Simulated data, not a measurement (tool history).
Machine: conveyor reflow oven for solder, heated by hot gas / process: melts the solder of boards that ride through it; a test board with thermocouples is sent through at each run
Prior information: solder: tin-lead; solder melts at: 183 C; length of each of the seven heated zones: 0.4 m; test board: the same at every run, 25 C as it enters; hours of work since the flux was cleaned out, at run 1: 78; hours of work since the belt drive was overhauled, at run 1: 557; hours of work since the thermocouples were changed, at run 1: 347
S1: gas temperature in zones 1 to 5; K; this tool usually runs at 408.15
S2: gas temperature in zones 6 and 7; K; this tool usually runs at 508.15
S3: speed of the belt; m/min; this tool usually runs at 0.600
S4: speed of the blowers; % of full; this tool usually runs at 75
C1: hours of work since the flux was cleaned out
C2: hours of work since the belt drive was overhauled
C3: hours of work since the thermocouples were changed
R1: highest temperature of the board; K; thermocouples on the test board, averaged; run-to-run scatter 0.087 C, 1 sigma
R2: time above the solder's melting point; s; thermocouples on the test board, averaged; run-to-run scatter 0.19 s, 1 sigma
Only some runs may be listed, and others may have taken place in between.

run 1 day=0.000 | S1=408.15 S2=508.15 S3=0.600 S4=75 | C1=78 C2=557 C3=347 | R1=496.10 R2=65.1
run 2 day=1.646 | S1=408.15 S2=508.15 S3=0.600 S4=75 | C1=100 C2=580 C3=370 | R1=495.94 R2=65.1
run 3 day=3.233 | S1=408.15 S2=508.15 S3=0.600 S4=75 | C1=122 C2=602 C3=392 | R1=495.72 R2=64.8
run 4 day=4.292 | S1=408.15 S2=508.15 S3=0.600 S4=75 | C1=137 C2=616 C3=406 | R1=495.86 R2=65.0
run 5 day=6.217 | S1=408.15 S2=508.15 S3=0.600 S4=75 | C1=164 C2=643 C3=433 | R1=495.88 R2=64.6
run 6 day=7.388 | S1=408.15 S2=522.15 S3=0.600 S4=75 | C1=180 C2=659 C3=449 | R1=508.40 R2=72.2
run 7 day=8.550 | S1=408.15 S2=522.15 S3=0.600 S4=75 | C1=196 C2=675 C3=465 | R1=508.36 R2=72.1
-- day=10.217 flux residue cleaned out of gas plates and filters
run 8 day=10.908 | S1=408.15 S2=522.15 S3=0.600 S4=75 | C1=10 C2=705 C3=495 | R1=507.10 R2=71.4
run 9 day=12.588 | S1=408.15 S2=511.15 S3=0.600 S4=75 | C1=33 C2=728 C3=518 | R1=497.05 R2=65.3
run 10 day=14.833 | S1=408.15 S2=508.15 S3=0.600 S4=75 | C1=64 C2=760 C3=549 | R1=494.23 R2=63.3
run 11 day=15.900 | S1=408.15 S2=508.15 S3=0.600 S4=75 | C1=79 C2=774 C3=564 | R1=494.23 R2=63.1
run 12 day=17.312 | S1=408.15 S2=508.15 S3=0.600 S4=75 | C1=98 C2=794 C3=584 | R1=493.87 R2=63.5
-- day=18.104 flux residue cleaned out of gas plates and filters, once more
run 13 day=19.242 | S1=408.15 S2=508.15 S3=0.600 S4=75 | C1=16 C2=818 C3=608 | R1=497.03 R2=66.1
run 14 day=20.654 | S1=412.15 S2=508.15 S3=0.600 S4=75 | C1=35 C2=837 C3=627 | R1=497.50 R2=67.5
run 15 day=22.100 | S1=412.15 S2=508.15 S3=0.600 S4=75 | C1=55 C2=857 C3=647 | R1=497.58 R2=67.3
run 16 day=23.633 | S1=412.15 S2=508.15 S3=0.600 S4=75 | C1=77 C2=879 C3=669 | R1=497.37 R2=67.6
run 17 day=25.258 | S1=422.15 S2=508.15 S3=0.672 S4=75 | C1=99 C2=901 C3=691 | R1=495.73 R2=62.4
run 18 day=26.383 | S1=422.15 S2=508.15 S3=0.672 S4=75 | C1=115 C2=917 C3=707 | R1=495.62 R2=62.2
run 19 day=28.246 | S1=399.15 S2=521.15 S3=0.547 S4=60 | C1=141 C2=943 C3=732 | R1=506.44 R2=75.1
-- day=30.742 thermocouples of zones 6 and 7 changed
run 20 day=30.767 | S1=399.15 S2=521.15 S3=0.635 S4=51 | C1=174 C2=976 C3=0 | R1=496.05 R2=57.5
run 21 day=32.400 | S1=408.15 S2=516.15 S3=0.635 S4=57 | C1=197 C2=999 C3=23 | R1=495.82 R2=60.7
run 22 day=33.604 | S1=408.15 S2=508.15 S3=0.584 S4=55 | C1=214 C2=1016 C3=40 | R1=491.09 R2=62.3
-- day=33.933 flux residue cleaned out of gas plates and filters
run 23 day=35.671 | S1=408.15 S2=512.15 S3=0.600 S4=67 | C1=24 C2=1041 C3=65 | R1=498.34 R2=67.0
run 24 day=37.633 | S1=412.15 S2=508.15 S3=0.589 S4=75 | C1=51 C2=1069 C3=93 | R1=497.45 R2=69.5
run 25 day=38.962 | S1=408.15 S2=508.15 S3=0.600 S4=70 | C1=70 C2=1087 C3=111 | R1=495.35 R2=65.3
run 26 day=41.179 | S1=408.15 S2=508.15 S3=0.600 S4=70 | C1=100 C2=1118 C3=142 | R1=495.10 R2=65.1
run 27 day=42.408 | S1=408.15 S2=508.15 S3=0.600 S4=70 | C1=117 C2=1135 C3=159 | R1=495.24 R2=65.1
run 28 day=44.833 | S1=408.15 S2=521.15 S3=0.600 S4=70 | C1=151 C2=1168 C3=192 | R1=506.76 R2=71.9
run 29 day=45.992 | S1=400.15 S2=518.15 S3=0.691 S4=54 | C1=167 C2=1184 C3=208 | R1=491.80 R2=50.2
run 30 day=47.529 | S1=415.15 S2=518.15 S3=0.691 S4=64 | C1=188 C2=1206 C3=230 | R1=498.76 R2=60.2

5 options for the next run, each taken on its own from the tool as it stands now. Forecast them:
run A day=49.150 | S1=414.15 S2=519.15 S3=0.493 S4=75 | C1=211 C2=1228 C3=252 | R1=? R2=?
run B day=49.150 | S1=408.15 S2=517.15 S3=0.580 S4=67 | C1=211 C2=1228 C3=252 | R1=? R2=?
run C day=49.150 | S1=408.15 S2=514.15 S3=0.647 S4=57 | C1=211 C2=1228 C3=252 | R1=? R2=?
run D day=49.150 | S1=413.15 S2=518.15 S3=0.657 S4=64 | C1=211 C2=1228 C3=252 | R1=? R2=?
run E day=49.150 | S1=408.15 S2=510.15 S3=0.600 S4=73 | C1=211 C2=1228 C3=252 | R1=? R2=?

run=A R1=511.67 R2=93.4
run=B R1=503.27 R2=72.5
run=C R1=493.78 R2=58.5
run=D R1=499.95 R2=63.1
run=E R1=497.23 R2=66.7
What these runs would have given with no unlogged condition in the tool:
run=A R1=511.25 R2=90.4
run=B R1=502.93 R2=70.2
run=C R1=493.32 R2=56.5
run=D R1=499.63 R2=61.1
run=E R1=496.98 R2=64.7
